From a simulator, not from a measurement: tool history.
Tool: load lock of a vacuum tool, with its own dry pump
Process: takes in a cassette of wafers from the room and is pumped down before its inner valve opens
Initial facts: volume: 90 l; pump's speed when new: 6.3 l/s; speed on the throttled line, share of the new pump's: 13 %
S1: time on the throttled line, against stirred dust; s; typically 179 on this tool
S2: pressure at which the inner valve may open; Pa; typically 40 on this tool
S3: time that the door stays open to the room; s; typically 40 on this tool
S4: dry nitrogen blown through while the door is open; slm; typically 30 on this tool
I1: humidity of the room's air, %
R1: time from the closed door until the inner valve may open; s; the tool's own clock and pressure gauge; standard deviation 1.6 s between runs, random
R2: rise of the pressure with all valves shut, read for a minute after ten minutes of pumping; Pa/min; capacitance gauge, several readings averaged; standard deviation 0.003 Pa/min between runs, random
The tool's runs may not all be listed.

run     hour   S1  S2   S3  S4    I1     R1     R2
  1        0  179  40   40  30  44.9  277.9  0.056
  2    271.4  266  40   40  30  46.9  352.5  0.069
  3    629.8  266  40   40  30  45.6  355.2  0.073
  4     1214  266  40   40  30  48.1  355.1  0.097
  5   1722.9  266  40   40  30  45.7  355.4   0.12
  6   2048.8  266  40   40  30  46.8  361.5  0.123
  7   2382.7  266  40   40  30  46.4  357.6  0.133
  8   2947.2  266  40   40  30  43.6    357  0.154
  9   3391.6  266  40   40  30  41.2  358.6  0.176
 10   3931.9  266  40   40  30    44  362.5  0.201
 11   4515.8  179  40   40   5  42.6  292.5  0.246
      4613.9  -- dry pump taken out, an overhauled one fitted
 12   4921.8  179  40   40   5  44.2    270  0.261
 13   5446.4  179  40   40   5  44.2  269.6  0.292
 14   6055.9  179  40   40  21    46  267.7  0.314
 15     6459  179  78   40  30  46.6  260.8  0.331
 16     6806  179  78   40  30  43.1  260.1  0.361
 17   7344.4  182  59   40  30  43.7  268.9  0.389
 18   7778.3  182  59   40  30  44.4  272.4  0.421
 19   8145.4  211  30   39  42    43  306.6   0.43
 20   8417.6  315  30   39  29    44  395.3  0.459
 21   8696.9  114  30  148  29    48  223.9  0.478
 22   9273.6  114  30  148  29  42.7  226.5  0.523
 23   9523.4  151  60   40  30  44.5  246.4  0.554
 24  10120.4  129  29   76   5  43.8  241.6  0.602
 25  10701.3  155  40   40  17  40.8  262.5  0.641
 26  11270.3  264  36   46  17  49.1  356.1   0.68
 27  11731.1  124  74   69   5  44.9  225.1  0.722
     11949.7  -- door's seal changed, seat wiped
 28  12137.2  124  74   69   5  46.8  226.6  0.033
 29  12583.1  124  74   69   5  44.8  227.3  0.039
 30  13200.4  179  40   40  11  46.8  289.5  0.035
 31  13749.4  179  40   40  11    43  290.5  0.047
 32  14163.2  179  70   40  16  44.4  280.3   0.06

Branching from run 32: 3 alternative next runs. What would each branch give?
     14241.4  -- dry pump taken out, an overhauled one fitted
  A  14565.9  179  79   63  10  44.4   ?   ?
     14241.4  -- dry pump taken out, an overhauled one fitted
  B  14565.9  179  40  234  30  42.7   ?   ?
     14241.4  -- dry pump taken out, an overhauled one fitted
  C  14565.9  179  40   75  30  45.4   ?   ?

run     R1     R2
  A    259   0.07
  B  271.1  0.075
  C  268.6  0.072
What these runs would have given with no unlogged condition in the tool:
run     R1     R2
  A  257.8  0.012
  B  269.8  0.015
  C  267.2  0.013

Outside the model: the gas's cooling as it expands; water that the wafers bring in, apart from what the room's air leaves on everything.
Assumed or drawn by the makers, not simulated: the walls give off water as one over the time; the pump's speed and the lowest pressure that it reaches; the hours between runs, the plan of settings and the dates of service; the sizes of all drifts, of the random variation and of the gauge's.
